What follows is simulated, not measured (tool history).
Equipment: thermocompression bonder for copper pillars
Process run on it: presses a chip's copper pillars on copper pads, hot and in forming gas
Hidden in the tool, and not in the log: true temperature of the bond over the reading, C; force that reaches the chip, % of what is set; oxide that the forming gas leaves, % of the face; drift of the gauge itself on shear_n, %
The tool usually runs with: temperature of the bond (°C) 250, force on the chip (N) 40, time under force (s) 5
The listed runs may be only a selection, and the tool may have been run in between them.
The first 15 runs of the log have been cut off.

| run | hour | temperature of the bond (°C) | force on the chip (N) | time under force (s) | hours of work since the heater was calibrated | hours of work since the force cell was calibrated | hours of work since the gas filter was changed | force that shears a chip off (N) |
|---|---|---|---|---|---|---|---|---|
| 16 | 141.6 | 236 | 40 | 5 | 347 | 9 | 136 | 37.6 |
| 17 | 146.8 | 236 | 40 | 5 | 350 | 12 | 140 | 37.1 |
| 18 | 157.4 | 236 | 40 | 5 | 357 | 19 | 147 | 37.1 |
| 19 | 163.8 | 236 | 40 | 5 | 362 | 24 | 151 | 37.7 |
| 20 | 172.8 | 236 | 40 | 5 | 368 | 30 | 157 | 37.5 |
| 21 | 184.5 | 236 | 40 | 5 | 376 | 38 | 165 | 36.5 |
|  | 187.7 | force cell calibrated, once more |
| 22 | 191.5 | 250 | 32 | 13 | 380 | 3 | 169 | 59.7 |
| 23 | 196.4 | 250 | 29 | 5 | 383 | 6 | 172 | 37.0 |
| 24 | 205.7 | 242 | 29 | 5 | 389 | 12 | 179 | 32.1 |
| 25 | 214.2 | 242 | 29 | 5 | 395 | 18 | 185 | 31.6 |
| 26 | 221.3 | 271 | 29 | 3 | 400 | 23 | 189 | 42.6 |
| 27 | 228.3 | 223 | 36 | 5 | 405 | 28 | 194 | 27.7 |
| 28 | 238.8 | 250 | 27 | 9 | 412 | 35 | 201 | 43.6 |
| 29 | 247.7 | 280 | 40 | 4 | 418 | 41 | 207 | 71.5 |
| 30 | 253.7 | 280 | 40 | 4 | 422 | 45 | 211 | 71.1 |

Run 31 has not been measured yet. What should we expect?
| 31 | 262.4 | 280 | 46 | 14 | 428 | 51 | 217 | ? |

Run 31 came out at force that shears a chip off (N) 100.8.
Take away the tool's hidden state, keep the run-to-run variation as it was, and the same run would have given force that shears a chip off (N) 105.8.

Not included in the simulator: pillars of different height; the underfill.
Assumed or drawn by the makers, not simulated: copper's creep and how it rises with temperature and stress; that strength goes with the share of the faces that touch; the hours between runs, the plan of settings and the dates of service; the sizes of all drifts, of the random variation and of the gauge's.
